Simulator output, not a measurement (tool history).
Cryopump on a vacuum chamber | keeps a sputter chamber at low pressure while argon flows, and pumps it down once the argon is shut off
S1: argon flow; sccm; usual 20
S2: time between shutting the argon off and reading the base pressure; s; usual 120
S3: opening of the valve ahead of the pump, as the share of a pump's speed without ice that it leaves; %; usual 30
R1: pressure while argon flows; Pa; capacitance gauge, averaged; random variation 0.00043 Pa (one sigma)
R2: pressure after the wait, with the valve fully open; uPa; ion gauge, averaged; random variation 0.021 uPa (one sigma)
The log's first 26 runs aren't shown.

run 27 hour=441.3 | S1=12 S2=115 S3=53 | R1=0.0174 R2=0.79
run 28 hour=455.4 | S1=20 S2=31 S3=50 | R1=0.0318 R2=1.32
run 29 hour=473.2 | S1=20 S2=35 S3=26 | R1=0.0597 R2=1.24
run 30 hour=485.7 | S1=13 S2=120 S3=55 | R1=0.0189 R2=0.82
run 31 hour=499.4 | S1=11 S2=22 S3=51 | R1=0.0161 R2=1.54
run 32 hour=512.1 | S1=11 S2=22 S3=30 | R1=0.0282 R2=1.58
run 33 hour=531.3 | S1=11 S2=22 S3=30 | R1=0.0290 R2=1.61
run 34 hour=549.6 | S1=32 S2=62 S3=30 | R1=0.0824 R2=0.96

3 ways to go on from here, each from the tool as it stands after run 34. What would each give?
run A hour=567.4 | S1=10 S2=54 S3=23 | R1=? R2=?
run B hour=567.4 | S1=20 S2=21 S3=16 | R1=? R2=?
run C hour=567.4 | S1=13 S2=182 S3=20 | R1=? R2=?

run=A R1=0.0339 R2=1.05
run=B R1=0.0969 R2=1.63
run=C R1=0.0495 R2=0.79
Without the tool's hidden state the same runs would have given:
run=A R1=0.0333 R2=0.53
run=B R1=0.0957 R2=1.12
run=C R1=0.0488 R2=0.27

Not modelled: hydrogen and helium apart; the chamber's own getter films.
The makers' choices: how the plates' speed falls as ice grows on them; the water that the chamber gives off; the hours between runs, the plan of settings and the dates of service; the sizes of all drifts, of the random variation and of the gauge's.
